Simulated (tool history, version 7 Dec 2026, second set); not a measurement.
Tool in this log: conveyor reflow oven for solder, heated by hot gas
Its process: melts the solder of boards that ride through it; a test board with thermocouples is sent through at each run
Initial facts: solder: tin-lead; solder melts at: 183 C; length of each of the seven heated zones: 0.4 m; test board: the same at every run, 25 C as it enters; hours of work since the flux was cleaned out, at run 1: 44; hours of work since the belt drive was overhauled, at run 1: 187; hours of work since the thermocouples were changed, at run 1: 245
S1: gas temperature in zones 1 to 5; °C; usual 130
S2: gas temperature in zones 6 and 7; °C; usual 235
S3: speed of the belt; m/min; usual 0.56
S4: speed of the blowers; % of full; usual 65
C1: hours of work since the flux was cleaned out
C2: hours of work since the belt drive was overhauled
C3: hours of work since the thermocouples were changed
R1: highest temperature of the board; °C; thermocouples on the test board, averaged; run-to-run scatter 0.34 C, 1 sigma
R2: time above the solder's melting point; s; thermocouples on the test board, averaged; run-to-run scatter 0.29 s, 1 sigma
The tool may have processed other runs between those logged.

Run 1, day 0: usual settings; C1 44; C2 187; C3 245. Result: R1 217.3 °C, R2 61.5 s.
Run 2, day 0.55: usual settings; C1 50; C2 193; C3 251. Result: R1 216.8 °C, R2 60.9 s.
Run 3, day 1.071: usual settings; C1 55; C2 198; C3 256. Result: R1 216.9 °C, R2 61.7 s.
Run 4, day 1.379: usual settings; C1 59; C2 202; C3 260. Result: R1 217.4 °C, R2 61.8 s.
Run 5, day 1.896: usual settings; C1 64; C2 207; C3 265. Result: R1 217.2 °C, R2 61.6 s.
Run 6, day 2.45: usual settings; C1 70; C2 213; C3 271. Result: R1 216.4 °C, R2 61.2 s.
Run 7, day 2.942: usual settings but S2 241 °C; C1 75; C2 218; C3 276. Result: R1 222 °C, R2 65.1 s.
Run 8, day 3.458: usual settings but S2 241 °C; C1 81; C2 224; C3 282. Result: R1 221.7 °C, R2 65.1 s.
Run 9, day 3.938: usual settings but S2 241 °C; C1 86; C2 229; C3 287. Result: R1 222.4 °C, R2 65 s.
Run 10, day 4.183: usual settings but S4 55 % of full; C1 89; C2 231; C3 290. Result: R1 214.7 °C, R2 58.5 s.
Run 11, day 4.612: usual settings but S1 125 °C, S2 233 °C, S4 55 % of full; C1 93; C2 236; C3 294. Result: R1 211.8 °C, R2 54.2 s.
Run 12, day 4.962: usual settings but S1 125 °C, S2 233 °C, S4 55 % of full; C1 97; C2 240; C3 298. Result: R1 211.2 °C, R2 53.3 s.
Run 13, day 5.496: usual settings but S1 125 °C, S2 233 °C, S4 55 % of full; C1 103; C2 246; C3 304. Result: R1 211.3 °C, R2 53.9 s.
Run 14, day 5.933: usual settings but S1 144 °C, S2 233 °C, S4 55 % of full; C1 107; C2 250; C3 308. Result: R1 215.4 °C, R2 64.6 s.
Run 15, day 6.396: usual settings but S1 144 °C, S2 233 °C, S4 55 % of full; C1 112; C2 255; C3 313. Result: R1 215.3 °C, R2 65 s.
Run 16, day 6.696: usual settings but S1 133 °C, S3 0.491 m/min; C1 116; C2 258; C3 317. Result: R1 221.4 °C, R2 76.1 s.

4 ways to go on from here, each from the tool as it stands after run 16. What would each give?
Run A, day 7.046: usual settings but S1 124 °C, S3 0.491 m/min; C1 119; C2 262; C3 320. Result: R1 ?, R2 ?.
Run B, day 7.046: usual settings but S1 129 °C, S2 232 °C, S3 0.636 m/min; C1 119; C2 262; C3 320. Result: R1 ?, R2 ?.
Run C, day 7.046: usual settings but S1 127 °C, S4 59 % of full; C1 119; C2 262; C3 320. Result: R1 ?, R2 ?.
Run D, day 7.046: usual settings but S3 0.553 m/min; C1 119; C2 262; C3 320. Result: R1 ?, R2 ?.

run     R1    R2
  A  219.6  70.7
  B  209.4  45.8
  C  214.8  57.6
  D  216.6  62.2
Stripped of hidden state, with their random variation kept, the same runs would have yielded:
run     R1    R2
  A  221.4  72.2
  B  211.4  47.7
  C  216.6  59.3
  D  218.5  63.7

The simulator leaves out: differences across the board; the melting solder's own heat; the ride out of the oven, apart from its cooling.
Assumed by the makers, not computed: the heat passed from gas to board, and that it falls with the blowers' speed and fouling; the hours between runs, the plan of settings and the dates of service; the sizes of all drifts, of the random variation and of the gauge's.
